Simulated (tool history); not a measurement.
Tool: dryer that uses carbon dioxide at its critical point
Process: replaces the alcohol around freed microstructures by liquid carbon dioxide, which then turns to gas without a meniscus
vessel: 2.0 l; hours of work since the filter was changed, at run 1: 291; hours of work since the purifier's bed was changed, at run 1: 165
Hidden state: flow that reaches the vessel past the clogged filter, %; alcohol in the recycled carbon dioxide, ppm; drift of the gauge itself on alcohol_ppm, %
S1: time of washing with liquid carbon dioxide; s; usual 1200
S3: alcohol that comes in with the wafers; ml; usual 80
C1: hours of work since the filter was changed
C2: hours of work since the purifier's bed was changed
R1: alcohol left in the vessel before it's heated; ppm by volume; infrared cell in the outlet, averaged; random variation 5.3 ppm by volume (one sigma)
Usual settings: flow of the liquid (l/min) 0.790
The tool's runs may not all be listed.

{"run": 1, "hour": 0.0, "S1": 1200, "flow of the liquid (l/min)": 0.79, "S3": 80, "C1": 291, "C2": 165, "R1": 256}
{"run": 2, "hour": 22.3, "S1": 1200, "flow of the liquid (l/min)": 0.79, "S3": 80, "C1": 305, "C2": 179, "R1": 256}
{"run": 3, "hour": 39.6, "S1": 1200, "flow of the liquid (l/min)": 0.79, "S3": 80, "C1": 317, "C2": 191, "R1": 258}
{"run": 4, "hour": 68.8, "S1": 1200, "flow of the liquid (l/min)": 0.79, "S3": 80, "C1": 336, "C2": 210, "R1": 271}
{"run": 5, "hour": 86.8, "S1": 900, "flow of the liquid (l/min)": 0.79, "S3": 80, "C1": 348, "C2": 221, "R1": 891}
{"run": 6, "hour": 121.1, "S1": 900, "flow of the liquid (l/min)": 1.311, "S3": 80, "C1": 370, "C2": 244, "R1": 135}
{"run": 7, "hour": 137.6, "S1": 1200, "flow of the liquid (l/min)": 0.79, "S3": 26, "C1": 381, "C2": 255, "R1": 146}
{"hour": 156.5, "done": "inlet filter changed"}
{"run": 8, "hour": 156.5, "S1": 1200, "flow of the liquid (l/min)": 0.79, "S3": 26, "C1": 0, "C2": 266, "R1": 113}
{"run": 9, "hour": 180.4, "S1": 1200, "flow of the liquid (l/min)": 0.79, "S3": 26, "C1": 16, "C2": 282, "R1": 108}
{"run": 10, "hour": 204.8, "S1": 1200, "flow of the liquid (l/min)": 0.79, "S3": 26, "C1": 32, "C2": 298, "R1": 112}
{"run": 11, "hour": 235.1, "S1": 1200, "flow of the liquid (l/min)": 0.79, "S3": 26, "C1": 51, "C2": 318, "R1": 121}
{"run": 12, "hour": 261.9, "S1": 1200, "flow of the liquid (l/min)": 0.79, "S3": 26, "C1": 69, "C2": 335, "R1": 140}
{"run": 13, "hour": 281.0, "S1": 1200, "flow of the liquid (l/min)": 0.564, "S3": 80, "C1": 81, "C2": 348, "R1": 762}
{"run": 14, "hour": 302.3, "S1": 1200, "flow of the liquid (l/min)": 0.79, "S3": 80, "C1": 95, "C2": 362, "R1": 247}
{"run": 15, "hour": 334.6, "S1": 1200, "flow of the liquid (l/min)": 0.79, "S3": 80, "C1": 116, "C2": 383, "R1": 240}
{"run": 16, "hour": 364.6, "S1": 1200, "flow of the liquid (l/min)": 0.854, "S3": 80, "C1": 136, "C2": 402, "R1": 203}
{"run": 17, "hour": 383.5, "S1": 1200, "flow of the liquid (l/min)": 1.164, "S3": 80, "C1": 148, "C2": 415, "R1": 119}
{"run": 18, "hour": 414.1, "S1": 1200, "flow of the liquid (l/min)": 0.79, "S3": 80, "C1": 168, "C2": 435, "R1": 289}
{"run": 19, "hour": 430.0, "S1": 1200, "flow of the liquid (l/min)": 1.083, "S3": 80, "C1": 179, "C2": 445, "R1": 140}
{"run": 20, "hour": 464.9, "S1": 1200, "flow of the liquid (l/min)": 1.083, "S3": 80, "C1": 202, "C2": 468, "R1": 145}
{"run": 21, "hour": 480.9, "S1": 1200, "flow of the liquid (l/min)": 0.902, "S3": 80, "C1": 212, "C2": 478, "R1": 201}
{"run": 22, "hour": 508.4, "S1": 1200, "flow of the liquid (l/min)": 0.79, "S3": 76, "C1": 230, "C2": 496, "R1": 322}
{"run": 23, "hour": 526.9, "S1": 1200, "flow of the liquid (l/min)": 0.79, "S3": 76, "C1": 242, "C2": 508, "R1": 327}
{"run": 24, "hour": 554.8, "S1": 1200, "flow of the liquid (l/min)": 0.79, "S3": 85, "C1": 260, "C2": 527, "R1": 365}
{"run": 25, "hour": 571.7, "S1": 1200, "flow of the liquid (l/min)": 0.79, "S3": 85, "C1": 271, "C2": 538, "R1": 369}
{"run": 26, "hour": 590.5, "S1": 1140, "flow of the liquid (l/min)": 0.559, "S3": 37, "C1": 284, "C2": 550, "R1": 675}
{"run": 27, "hour": 611.7, "S1": 1440, "flow of the liquid (l/min)": 0.891, "S3": 35, "C1": 298, "C2": 564, "R1": 157}
{"run": 28, "hour": 636.4, "S1": 1440, "flow of the liquid (l/min)": 0.891, "S3": 35, "C1": 314, "C2": 580, "R1": 166}
{"run": 29, "hour": 665.6, "S1": 1440, "flow of the liquid (l/min)": 0.929, "S3": 83, "C1": 333, "C2": 599, "R1": 185}
{"run": 30, "hour": 686.3, "S1": 1200, "flow of the liquid (l/min)": 0.79, "S3": 61, "C1": 346, "C2": 613, "R1": 352}
{"run": 31, "hour": 721.2, "S1": 1200, "flow of the liquid (l/min)": 0.79, "S3": 36, "C1": 369, "C2": 635, "R1": 284}
{"run": 32, "hour": 746.2, "S1": 840, "flow of the liquid (l/min)": 0.965, "S3": 45, "C1": 385, "C2": 652, "R1": 471}
{"hour": 759.2, "done": "inlet filter changed"}
{"run": 33, "hour": 768.2, "S1": 1380, "flow of the liquid (l/min)": 1.248, "S3": 74, "C1": 6, "C2": 665, "R1": 175}
{"run": 34, "hour": 787.4, "S1": 1080, "flow of the liquid (l/min)": 0.629, "S3": 80, "C1": 18, "C2": 678, "R1": 788}
{"run": 35, "hour": 802.3, "S1": 1080, "flow of the liquid (l/min)": 0.629, "S3": 80, "C1": 28, "C2": 688, "R1": 792}
{"run": 36, "hour": 825.3, "S1": 1500, "flow of the liquid (l/min)": 0.629, "S3": 22, "C1": 43, "C2": 703, "R1": 213}
{"run": 37, "hour": 852.6, "S1": 1140, "flow of the liquid (l/min)": 0.629, "S3": 85, "C1": 61, "C2": 721, "R1": 741}
{"run": 38, "hour": 874.1, "S1": 1140, "flow of the liquid (l/min)": 0.629, "S3": 85, "C1": 75, "C2": 735, "R1": 741}
{"run": 39, "hour": 908.8, "S1": 1560, "flow of the liquid (l/min)": 0.727, "S3": 89, "C1": 98, "C2": 757, "R1": 248}
{"run": 40, "hour": 935.7, "S1": 1560, "flow of the liquid (l/min)": 0.727, "S3": 89, "C1": 115, "C2": 775, "R1": 250}
{"run": 41, "hour": 951.5, "S1": 1200, "flow of the liquid (l/min)": 0.7, "S3": 51, "C1": 126, "C2": 785, "R1": 385}
{"run": 42, "hour": 983.1, "S1": 1200, "flow of the liquid (l/min)": 0.7, "S3": 51, "C1": 146, "C2": 806, "R1": 385}
{"run": 43, "hour": 1003.7, "S1": 1680, "flow of the liquid (l/min)": 0.79, "S3": 24, "C1": 160, "C2": 819, "R1": 209}
{"run": 44, "hour": 1038.1, "S1": 780, "flow of the liquid (l/min)": 1.332, "S3": 104, "C1": 182, "C2": 842, "R1": 346}
{"run": 45, "hour": 1054.1, "S1": 780, "flow of the liquid (l/min)": 1.332, "S3": 104, "C1": 193, "C2": 852, "R1": 349}
{"run": 46, "hour": 1077.5, "S1": 1440, "flow of the liquid (l/min)": 1.178, "S3": 21, "C1": 208, "C2": 868, "R1": 223}
{"run": 47, "hour": 1113.3, "S1": 1440, "flow of the liquid (l/min)": 1.178, "S3": 21, "C1": 231, "C2": 891, "R1": 225}

Forecast each of these 4 alternatives for the next run:
{"run": "A", "hour": 1143.6, "S1": 1440, "flow of the liquid (l/min)": 0.541, "S3": 21, "C1": 251, "C2": 911, "R1": "?"}
{"run": "B", "hour": 1143.6, "S1": 1200, "flow of the liquid (l/min)": 0.491, "S3": 80, "C1": 251, "C2": 911, "R1": "?"}
{"run": "C", "hour": 1143.6, "S1": 1560, "flow of the liquid (l/min)": 1.137, "S3": 21, "C1": 251, "C2": 911, "R1": "?"}
{"run": "D", "hour": 1143.6, "S1": 1440, "flow of the liquid (l/min)": 0.531, "S3": 75, "C1": 251, "C2": 911, "R1": "?"}

run=A R1=362
run=B R1=1678
run=C R1=239
run=D R1=747
Without the tool's hidden state the same runs would have given:
run=A R1=88
run=B R1=1033
run=C R1=8
run=D R1=332

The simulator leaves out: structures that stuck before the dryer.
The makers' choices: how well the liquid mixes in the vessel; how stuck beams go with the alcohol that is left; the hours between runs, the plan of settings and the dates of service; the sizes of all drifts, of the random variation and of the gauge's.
